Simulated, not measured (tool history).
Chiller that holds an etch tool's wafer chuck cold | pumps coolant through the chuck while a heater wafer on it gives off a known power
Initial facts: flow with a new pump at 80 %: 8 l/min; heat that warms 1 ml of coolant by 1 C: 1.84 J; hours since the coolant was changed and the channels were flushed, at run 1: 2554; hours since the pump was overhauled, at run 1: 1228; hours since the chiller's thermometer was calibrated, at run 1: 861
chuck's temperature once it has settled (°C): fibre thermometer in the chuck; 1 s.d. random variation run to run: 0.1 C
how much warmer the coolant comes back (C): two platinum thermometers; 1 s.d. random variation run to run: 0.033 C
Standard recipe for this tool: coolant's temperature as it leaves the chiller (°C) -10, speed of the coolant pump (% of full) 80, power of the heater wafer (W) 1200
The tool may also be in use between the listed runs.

| run | hour | coolant's temperature as it leaves the chiller (°C) | speed of the coolant pump (% of full) | power of the heater wafer (W) | hours since the coolant was changed and the channels were flushed | hours since the pump was overhauled | hours since the chiller's thermometer was calibrated | chuck's temperature once it has settled (°C) | how much warmer the coolant comes back (C) |
|---|---|---|---|---|---|---|---|---|---|
| 1 | 0.0 | -10 | 80 | 1200 | 2554 | 1228 | 861 | 2.5 | 4.91 |
| 2 | 29.0 | -10 | 76 | 1200 | 2583 | 1257 | 890 | 2.9 | 5.14 |
| 3 | 59.6 | -1 | 80 | 1200 | 2614 | 1287 | 921 | 11.5 | 4.95 |
| 4 | 84.0 | -1 | 80 | 1200 | 2638 | 1312 | 945 | 11.4 | 4.89 |
| 5 | 102.9 | -1 | 80 | 1200 | 2657 | 1331 | 964 | 11.5 | 4.93 |
| 6 | 146.4 | -1 | 80 | 1200 | 2701 | 1374 | 1007 | 11.5 | 4.92 |
| 7 | 171.1 | -1 | 80 | 1200 | 2725 | 1399 | 1032 | 11.4 | 4.95 |
| 8 | 215.9 | -10 | 80 | 1200 | 2770 | 1444 | 1077 | 2.3 | 4.96 |
| 9 | 246.1 | -10 | 80 | 1200 | 2800 | 1474 | 1107 | 2.6 | 4.94 |
| 10 | 285.5 | -10 | 80 | 1200 | 2840 | 1513 | 1147 | 2.4 | 4.92 |
| 11 | 328.7 | -17 | 80 | 1200 | 2883 | 1556 | 1190 | -4.4 | 4.95 |
| 12 | 352.5 | -17 | 80 | 1200 | 2907 | 1580 | 1214 | -4.5 | 4.90 |
| 13 | 381.4 | -17 | 80 | 1200 | 2936 | 1609 | 1242 | -4.6 | 4.97 |
| 14 | 421.7 | -17 | 80 | 1200 | 2976 | 1649 | 1283 | -4.5 | 5.01 |
| 15 | 461.6 | -17 | 80 | 1200 | 3016 | 1689 | 1323 | -4.7 | 5.01 |
| 16 | 496.9 | -17 | 80 | 1200 | 3051 | 1725 | 1358 | -4.5 | 5.01 |
| 17 | 527.8 | -12 | 79 | 834 | 3082 | 1755 | 1389 | -3.3 | 3.61 |
| 18 | 556.2 | -12 | 79 | 834 | 3110 | 1784 | 1417 | -3.2 | 3.56 |
| 19 | 579.5 | 0 | 94 | 682 | 3134 | 1807 | 1441 | 6.1 | 2.49 |
| 20 | 625.0 | 0 | 94 | 682 | 3179 | 1853 | 1486 | 6.2 | 2.50 |
| 21 | 661.0 | 0 | 76 | 848 | 3215 | 1889 | 1522 | 9.1 | 3.72 |
| 22 | 685.0 | 0 | 86 | 848 | 3239 | 1913 | 1546 | 8.4 | 3.38 |
| 23 | 730.7 | -9 | 77 | 1769 | 3285 | 1958 | 1592 | 10.0 | 7.67 |
| 24 | 752.9 | -18 | 92 | 1652 | 3307 | 1981 | 1614 | -2.6 | 5.93 |
| 25 | 775.4 | -18 | 92 | 1652 | 3330 | 2003 | 1636 | -2.5 | 6.01 |
| 26 | 798.6 | -11 | 92 | 1417 | 3353 | 2026 | 1660 | 2.4 | 5.22 |
|  | 827.7 | gauge calibrated |
| 27 | 840.6 | -12 | 80 | 1055 | 3395 | 2068 | 1702 | -0.9 | 4.32 |
| 28 | 881.3 | -3 | 87 | 1585 | 3435 | 2109 | 1742 | 12.3 | 5.93 |
| 29 | 906.0 | -10 | 97 | 992 | 3460 | 2134 | 1767 | -1.1 | 3.35 |
| 30 | 937.1 | -10 | 86 | 1056 | 3491 | 2165 | 1798 | 0.3 | 4.07 |
| 31 | 965.3 | -10 | 66 | 1562 | 3519 | 2193 | 1826 | 8.6 | 7.70 |

Branching from run 31: 3 alternative next runs. What would each branch give?
| A | 1001.2 | -10 | 80 | 1140 | 3555 | 2229 | 1862 | ? | ? |
| B | 1001.2 | -11 | 85 | 943 | 3555 | 2229 | 1862 | ? | ? |
| C | 1001.2 | -10 | 66 | 944 | 3555 | 2229 | 1862 | ? | ? |

| run | chuck's temperature once it has settled (°C) | how much warmer the coolant comes back (C) |
|---|---|---|
| A | 1.8 | 4.74 |
| B | -1.6 | 3.63 |
| C | 1.2 | 4.69 |
Without the tool's hidden state the same runs would have given:
| run | chuck's temperature once it has settled (°C) | how much warmer the coolant comes back (C) |
|---|---|---|
| A | 1.8 | 4.70 |
| B | -1.6 | 3.59 |
| C | 1.2 | 4.66 |
